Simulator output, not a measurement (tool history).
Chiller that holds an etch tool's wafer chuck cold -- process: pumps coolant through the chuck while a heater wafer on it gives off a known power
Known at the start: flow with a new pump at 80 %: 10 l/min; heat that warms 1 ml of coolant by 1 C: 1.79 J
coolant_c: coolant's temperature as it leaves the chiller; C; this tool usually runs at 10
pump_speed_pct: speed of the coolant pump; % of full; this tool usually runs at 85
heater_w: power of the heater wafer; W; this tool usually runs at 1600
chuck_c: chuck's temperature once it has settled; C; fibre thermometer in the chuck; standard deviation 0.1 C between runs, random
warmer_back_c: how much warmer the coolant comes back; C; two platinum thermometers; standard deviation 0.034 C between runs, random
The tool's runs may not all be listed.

run	hour	coolant_c	pump_speed_pct	heater_w	chuck_c	warmer_back_c
1	0.0	10	85	1600	24.5	5.06
2	29.0	10	85	1600	24.5	5.07
3	68.4	10	85	1600	24.5	5.05
4	93.4	10	85	1600	24.6	5.05
5	120.7	15	85	1600	29.6	5.09
6	151.0	15	85	1600	29.7	5.04
7	187.1	15	85	1600	29.5	5.01
8	215.5	15	85	1600	29.3	5.03
9	255.0	15	85	1600	29.6	5.15
10	296.5	15	85	1600	29.6	5.06
11	337.8	15	85	878	22.9	2.79
12	363.2	15	85	878	23.0	2.74
13	398.6	15	85	878	22.9	2.72
14	437.9	10	63	1600	27.9	6.76
15	485.9	10	63	1600	28.0	6.76
16	511.6	10	63	1600	28.0	6.77
17	548.5	1	93	1856	16.8	5.40
18	595.5	18	74	2226	40.4	8.05
19	642.1	16	68	856	25.3	3.40
20	667.7	2	65	1147	14.6	4.68
21	715.5	7	73	1600	23.2	5.83
22	752.1	13	97	2178	31.3	6.03
23	782.5	13	77	1842	31.1	6.42
24	815.1	5	80	1136	15.7	3.83
25	844.4	5	80	1136	16.0	3.81
26	865.8	5	80	1136	15.7	3.78
27	917.2	4	95	2101	21.7	5.90
28	964.2	14	73	977	23.9	3.61
29	1001.7	7	62	1527	24.5	6.58
30	1022.8	7	61	1946	29.6	8.48
31	1045.6	7	61	1946	29.6	8.50

Below are 5 alternative next runs, each starting from the tool's condition after run 31. Predict each:
A	1078.8	10	61	1946	?	?
B	1078.8	7	61	836	?	?
C	1078.8	2	90	1946	?	?
D	1078.8	17	61	1946	?	?
E	1078.8	8	94	1214	?	?

run	chuck_c	warmer_back_c
A	32.6	8.52
B	16.8	3.60
C	19.2	5.81
D	39.5	8.50
E	18.2	3.46
With the hidden condition removed and each run's random variation left untouched, the same runs would have given:
run	chuck_c	warmer_back_c
A	32.6	8.52
B	16.8	3.60
C	19.2	5.81
D	39.4	8.50
E	18.2	3.46
